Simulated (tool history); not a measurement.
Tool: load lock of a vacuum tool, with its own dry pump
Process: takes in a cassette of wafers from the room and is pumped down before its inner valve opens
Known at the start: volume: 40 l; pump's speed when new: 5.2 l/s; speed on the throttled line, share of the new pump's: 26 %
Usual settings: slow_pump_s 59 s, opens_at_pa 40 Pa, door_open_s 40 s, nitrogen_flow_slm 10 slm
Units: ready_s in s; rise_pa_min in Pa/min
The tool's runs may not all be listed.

run	day	slow_pump_s	opens_at_pa	door_open_s	nitrogen_flow_slm	incoming humidity of the room's air, %	ready_s	rise_pa_min
1	0	59	40	40	10	46.7	106.4	0.176
2	11.125	73	40	40	10	45.5	117.9	0.197
3	21.108	73	40	40	10	43.5	117.4	0.212
4	26.042	73	50	40	10	47	114.9	0.227
5	32.625	73	50	40	10	48.9	116.3	0.238
6	42.575	84	40	40	10	47	125.6	0.257
7	51.35	84	40	40	10	43.9	126.1	0.27
8	56.408	64	74	167	10	46.7	106.4	0.297
9	62.992	36	28	40	38	44.2	94	0.289
10	67.854	36	28	40	38	45.6	92.8	0.294

Hidden state or all else? Some run-to-run changes of ready_s, split into what the settings, what came in and random variation would give without the hidden state, and what is left for the hidden state (with any gauge scatter that isn't in both results):
The hidden state here: pump's speed, % of a new pump's; leak at the door's seal, Pa l/s; drift of the gauge itself on ready_s, %; drift of the gauge itself on rise_pa_min, %.
Run 7 -> 8: slow_pump_s 84 -> 64, opens_at_pa 40 -> 74, door_open_s 40 -> 167. ready_s -19.7 s: hidden state +0.1, all else -19.8.
Run 8 -> 9: slow_pump_s 64 -> 36, opens_at_pa 74 -> 28, door_open_s 167 -> 40, nitrogen_flow_slm 10 -> 38. ready_s -12.4 s: hidden state +1, all else -13.4.
